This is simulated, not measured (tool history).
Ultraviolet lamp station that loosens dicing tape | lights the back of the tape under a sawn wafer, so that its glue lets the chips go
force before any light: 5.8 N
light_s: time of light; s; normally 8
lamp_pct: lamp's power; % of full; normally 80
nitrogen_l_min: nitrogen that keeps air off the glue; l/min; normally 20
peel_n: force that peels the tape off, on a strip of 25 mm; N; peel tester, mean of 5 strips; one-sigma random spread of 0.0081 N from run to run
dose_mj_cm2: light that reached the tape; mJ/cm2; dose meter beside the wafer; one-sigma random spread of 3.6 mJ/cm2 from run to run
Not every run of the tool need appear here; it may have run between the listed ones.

{"run": 1, "day": 0.0, "light_s": 8, "lamp_pct": 80, "nitrogen_l_min": 20, "peel_n": 0.385, "dose_mj_cm2": 531}
{"run": 2, "day": 2.238, "light_s": 8, "lamp_pct": 80, "nitrogen_l_min": 20, "peel_n": 0.408, "dose_mj_cm2": 534}
{"run": 3, "day": 3.475, "light_s": 8, "lamp_pct": 80, "nitrogen_l_min": 10, "peel_n": 0.52, "dose_mj_cm2": 527}
{"run": 4, "day": 5.488, "light_s": 8, "lamp_pct": 80, "nitrogen_l_min": 10, "peel_n": 0.55, "dose_mj_cm2": 517}
{"day": 6.762, "done": "window cleaned of glue's vapour"}
{"run": 5, "day": 7.104, "light_s": 8, "lamp_pct": 80, "nitrogen_l_min": 10, "peel_n": 0.515, "dose_mj_cm2": 538}
{"run": 6, "day": 9.779, "light_s": 8, "lamp_pct": 80, "nitrogen_l_min": 37, "peel_n": 0.336, "dose_mj_cm2": 530}
{"run": 7, "day": 12.229, "light_s": 8, "lamp_pct": 80, "nitrogen_l_min": 37, "peel_n": 0.33, "dose_mj_cm2": 524}
{"run": 8, "day": 13.454, "light_s": 8, "lamp_pct": 80, "nitrogen_l_min": 34, "peel_n": 0.348, "dose_mj_cm2": 513}
{"run": 9, "day": 15.667, "light_s": 8, "lamp_pct": 80, "nitrogen_l_min": 34, "peel_n": 0.358, "dose_mj_cm2": 507}
{"run": 10, "day": 17.604, "light_s": 8, "lamp_pct": 80, "nitrogen_l_min": 34, "peel_n": 0.351, "dose_mj_cm2": 502}
{"run": 11, "day": 19.15, "light_s": 8, "lamp_pct": 80, "nitrogen_l_min": 34, "peel_n": 0.358, "dose_mj_cm2": 498}
{"run": 12, "day": 20.583, "light_s": 8, "lamp_pct": 80, "nitrogen_l_min": 34, "peel_n": 0.373, "dose_mj_cm2": 492}
{"run": 13, "day": 22.225, "light_s": 8, "lamp_pct": 80, "nitrogen_l_min": 20, "peel_n": 0.439, "dose_mj_cm2": 487}
{"run": 14, "day": 23.446, "light_s": 8, "lamp_pct": 80, "nitrogen_l_min": 20, "peel_n": 0.473, "dose_mj_cm2": 481}
{"run": 15, "day": 25.421, "light_s": 14, "lamp_pct": 80, "nitrogen_l_min": 20, "peel_n": 0.215, "dose_mj_cm2": 835}
{"run": 16, "day": 26.871, "light_s": 14, "lamp_pct": 80, "nitrogen_l_min": 20, "peel_n": 0.213, "dose_mj_cm2": 825}
{"run": 17, "day": 29.458, "light_s": 8, "lamp_pct": 80, "nitrogen_l_min": 6, "peel_n": 0.858, "dose_mj_cm2": 464}
{"run": 18, "day": 30.683, "light_s": 8, "lamp_pct": 80, "nitrogen_l_min": 6, "peel_n": 0.834, "dose_mj_cm2": 454}
{"run": 19, "day": 31.771, "light_s": 8, "lamp_pct": 80, "nitrogen_l_min": 20, "peel_n": 0.528, "dose_mj_cm2": 453}
{"day": 32.396, "done": "window cleaned of glue's vapour"}
{"run": 20, "day": 33.7, "light_s": 8, "lamp_pct": 80, "nitrogen_l_min": 7, "peel_n": 0.751, "dose_mj_cm2": 485}
{"run": 21, "day": 34.896, "light_s": 9, "lamp_pct": 74, "nitrogen_l_min": 10, "peel_n": 0.597, "dose_mj_cm2": 490}
{"run": 22, "day": 36.75, "light_s": 10, "lamp_pct": 71, "nitrogen_l_min": 7, "peel_n": 0.649, "dose_mj_cm2": 522}
{"run": 23, "day": 39.112, "light_s": 11, "lamp_pct": 71, "nitrogen_l_min": 7, "peel_n": 0.575, "dose_mj_cm2": 553}
{"run": 24, "day": 41.758, "light_s": 11, "lamp_pct": 84, "nitrogen_l_min": 7, "peel_n": 0.421, "dose_mj_cm2": 649}
{"run": 25, "day": 43.179, "light_s": 4, "lamp_pct": 72, "nitrogen_l_min": 11, "peel_n": 2.014, "dose_mj_cm2": 199}
{"run": 26, "day": 44.438, "light_s": 12, "lamp_pct": 89, "nitrogen_l_min": 20, "peel_n": 0.237, "dose_mj_cm2": 730}
{"run": 27, "day": 46.283, "light_s": 14, "lamp_pct": 78, "nitrogen_l_min": 11, "peel_n": 0.276, "dose_mj_cm2": 735}
{"run": 28, "day": 48.912, "light_s": 5, "lamp_pct": 77, "nitrogen_l_min": 24, "peel_n": 1.275, "dose_mj_cm2": 257}
{"run": 29, "day": 51.417, "light_s": 5, "lamp_pct": 88, "nitrogen_l_min": 35, "peel_n": 0.965, "dose_mj_cm2": 290}
{"run": 30, "day": 53.762, "light_s": 16, "lamp_pct": 86, "nitrogen_l_min": 15, "peel_n": 0.201, "dose_mj_cm2": 880}
{"run": 31, "day": 56.383, "light_s": 5, "lamp_pct": 92, "nitrogen_l_min": 20, "peel_n": 1.079, "dose_mj_cm2": 292}
{"day": 57.971, "done": "window cleaned of glue's vapour"}
{"run": 32, "day": 58.346, "light_s": 15, "lamp_pct": 80, "nitrogen_l_min": 20, "peel_n": 0.233, "dose_mj_cm2": 798}
{"run": 33, "day": 60.958, "light_s": 8, "lamp_pct": 94, "nitrogen_l_min": 20, "peel_n": 0.457, "dose_mj_cm2": 488}
{"run": 34, "day": 62.925, "light_s": 5, "lamp_pct": 96, "nitrogen_l_min": 8, "peel_n": 1.416, "dose_mj_cm2": 304}
{"run": 35, "day": 64.088, "light_s": 9, "lamp_pct": 96, "nitrogen_l_min": 8, "peel_n": 0.56, "dose_mj_cm2": 542}
{"run": 36, "day": 65.45, "light_s": 7, "lamp_pct": 60, "nitrogen_l_min": 28, "peel_n": 1.145, "dose_mj_cm2": 264}
{"run": 37, "day": 66.658, "light_s": 7, "lamp_pct": 60, "nitrogen_l_min": 28, "peel_n": 1.156, "dose_mj_cm2": 262}
{"run": 38, "day": 68.0, "light_s": 15, "lamp_pct": 84, "nitrogen_l_min": 12, "peel_n": 0.255, "dose_mj_cm2": 763}
{"run": 39, "day": 69.767, "light_s": 15, "lamp_pct": 84, "nitrogen_l_min": 12, "peel_n": 0.264, "dose_mj_cm2": 765}

Below are 5 alternative next runs, each starting from the tool's condition after run 39. Predict each:
{"run": "A", "day": 72.292, "light_s": 6, "lamp_pct": 86, "nitrogen_l_min": 11, "peel_n": "?", "dose_mj_cm2": "?"}
{"run": "B", "day": 72.292, "light_s": 4, "lamp_pct": 80, "nitrogen_l_min": 20, "peel_n": "?", "dose_mj_cm2": "?"}
{"run": "C", "day": 72.292, "light_s": 4, "lamp_pct": 97, "nitrogen_l_min": 20, "peel_n": "?", "dose_mj_cm2": "?"}
{"run": "D", "day": 72.292, "light_s": 8, "lamp_pct": 82, "nitrogen_l_min": 20, "peel_n": "?", "dose_mj_cm2": "?"}
{"run": "E", "day": 72.292, "light_s": 11, "lamp_pct": 84, "nitrogen_l_min": 12, "peel_n": "?", "dose_mj_cm2": "?"}

run=A peel_n=1.241 dose_mj_cm2=305
run=B peel_n=1.898 dose_mj_cm2=192
run=C peel_n=1.548 dose_mj_cm2=230
run=D peel_n=0.688 dose_mj_cm2=387
run=E peel_n=0.428 dose_mj_cm2=545
With the hidden condition removed and each run's random variation left untouched, the same runs would have given:
run=A peel_n=0.59 dose_mj_cm2=481
run=B peel_n=1.048 dose_mj_cm2=302
run=C peel_n=0.786 dose_mj_cm2=363
run=D peel_n=0.313 dose_mj_cm2=611
run=E peel_n=0.215 dose_mj_cm2=858
